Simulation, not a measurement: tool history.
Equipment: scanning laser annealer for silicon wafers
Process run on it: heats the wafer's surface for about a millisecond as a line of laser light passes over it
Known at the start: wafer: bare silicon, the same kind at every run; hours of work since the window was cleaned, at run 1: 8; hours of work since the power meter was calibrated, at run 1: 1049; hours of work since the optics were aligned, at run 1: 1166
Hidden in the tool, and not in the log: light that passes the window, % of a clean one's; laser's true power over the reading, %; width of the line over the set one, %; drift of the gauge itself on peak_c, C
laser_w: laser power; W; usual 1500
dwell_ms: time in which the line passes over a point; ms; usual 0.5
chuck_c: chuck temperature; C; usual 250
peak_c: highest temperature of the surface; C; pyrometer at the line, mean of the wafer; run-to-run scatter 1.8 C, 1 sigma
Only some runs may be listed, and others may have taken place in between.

run,day,laser_w,dwell_ms,chuck_c,hours of work since the window was cleaned,hours of work since the power meter was calibrated,hours of work since the optics were aligned,peak_c
1,0,1500,0.5,250,8,1049,1166,972
2,1.821,1500,0.447,250,31,1072,1190,931
3,2.917,1500,0.447,250,44,1086,1203,933
4,4.762,1500,0.447,250,68,1109,1227,930
5,6.292,1285,0.5,250,87,1129,1246,849
6,7.475,1285,0.5,250,102,1144,1261,852
7,9.546,1500,0.5,250,128,1170,1287,964
8,11.992,1500,0.5,250,159,1201,1318,963
9,13.142,1500,0.5,250,174,1215,1333,965
10,15.492,1500,0.5,250,203,1245,1362,965
11,17.233,1500,0.5,250,226,1267,1384,960
12,19.708,1500,0.5,250,257,1298,1416,956
13,21.304,1500,0.5,250,277,1319,1436,960
14,23.104,1644,0.588,244,300,1341,1459,1089
15,24.408,1644,0.588,244,316,1358,1475,1090
16,25.671,1298,0.478,284,332,1374,1491,866
17,27.858,1298,0.478,284,360,1402,1519,867
18,28.983,1302,0.372,218,374,1416,1533,740
19,31.438,1302,0.372,218,405,1447,1564,737
20,32.975,1304,0.424,243,425,1466,1584,796
21,35.162,1304,0.589,263,452,1494,1611,908
22,37.667,1393,0.462,215,484,1526,1643,835
23,39.725,1631,0.517,285,510,1552,1669,1067
24,40.804,1285,0.503,222,524,1565,1683,811
25,42.812,1478,0.362,237,549,1591,1708,824

The logged runs with the hidden state left out (each run's random variation unchanged):
run,peak_c
1,984
2,943
3,945
4,944
5,862
6,866
7,982
8,982
9,985
10,986
11,983
12,979
13,984
14,1120
15,1122
16,889
17,890
18,761
19,760
20,821
21,938
22,865
23,1107
24,841
25,855
